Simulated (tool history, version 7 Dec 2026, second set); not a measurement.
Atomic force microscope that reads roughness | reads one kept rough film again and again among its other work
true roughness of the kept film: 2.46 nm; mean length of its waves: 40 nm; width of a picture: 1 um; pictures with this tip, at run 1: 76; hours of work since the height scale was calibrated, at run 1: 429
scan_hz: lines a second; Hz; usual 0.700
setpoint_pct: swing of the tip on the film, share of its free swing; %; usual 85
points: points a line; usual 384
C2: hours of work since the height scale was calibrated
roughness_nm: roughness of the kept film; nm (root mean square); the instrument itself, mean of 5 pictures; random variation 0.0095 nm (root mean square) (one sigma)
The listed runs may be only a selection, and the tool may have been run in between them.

{"run": 1, "hour": 0.0, "scan_hz": 0.7, "setpoint_pct": 85, "points": 384, "pictures with this tip": 76, "C2": 429, "roughness_nm": 2.021}
{"run": 2, "hour": 38.2, "scan_hz": 0.7, "setpoint_pct": 85, "points": 384, "pictures with this tip": 107, "C2": 448, "roughness_nm": 1.977}
{"run": 3, "hour": 59.3, "scan_hz": 0.7, "setpoint_pct": 58, "points": 384, "pictures with this tip": 123, "C2": 458, "roughness_nm": 2.083}
{"run": 4, "hour": 83.7, "scan_hz": 0.617, "setpoint_pct": 85, "points": 384, "pictures with this tip": 143, "C2": 470, "roughness_nm": 1.956}
{"run": 5, "hour": 114.8, "scan_hz": 0.617, "setpoint_pct": 85, "points": 384, "pictures with this tip": 168, "C2": 486, "roughness_nm": 1.927}
{"run": 6, "hour": 133.0, "scan_hz": 0.617, "setpoint_pct": 85, "points": 384, "pictures with this tip": 182, "C2": 495, "roughness_nm": 1.915}
{"hour": 137.1, "done": "height scale calibrated on a step standard"}
{"run": 7, "hour": 171.0, "scan_hz": 0.617, "setpoint_pct": 85, "points": 384, "pictures with this tip": 212, "C2": 17, "roughness_nm": 1.899}
{"run": 8, "hour": 189.1, "scan_hz": 0.617, "setpoint_pct": 85, "points": 384, "pictures with this tip": 227, "C2": 26, "roughness_nm": 1.855}
{"hour": 216.3, "done": "height scale calibrated on a step standard, once more"}
{"run": 9, "hour": 228.0, "scan_hz": 0.7, "setpoint_pct": 85, "points": 384, "pictures with this tip": 257, "C2": 6, "roughness_nm": 1.821}
{"hour": 252.0, "done": "new tip fitted"}
{"run": 10, "hour": 257.3, "scan_hz": 0.7, "setpoint_pct": 85, "points": 384, "pictures with this tip": 4, "C2": 20, "roughness_nm": 2.142}
{"run": 11, "hour": 285.0, "scan_hz": 0.7, "setpoint_pct": 85, "points": 384, "pictures with this tip": 26, "C2": 34, "roughness_nm": 2.113}
{"run": 12, "hour": 320.6, "scan_hz": 2.538, "setpoint_pct": 79, "points": 648, "pictures with this tip": 55, "C2": 52, "roughness_nm": 1.862}

The next listed run, before its measurement:
{"run": 13, "hour": 354.9, "scan_hz": 2.538, "setpoint_pct": 79, "points": 648, "pictures with this tip": 82, "C2": 69, "roughness_nm": "?"}

{"run 13": {"roughness_nm": 1.826}}
Without the tool's hidden state the same run would have given roughness_nm 1.928 nm (root mean square).

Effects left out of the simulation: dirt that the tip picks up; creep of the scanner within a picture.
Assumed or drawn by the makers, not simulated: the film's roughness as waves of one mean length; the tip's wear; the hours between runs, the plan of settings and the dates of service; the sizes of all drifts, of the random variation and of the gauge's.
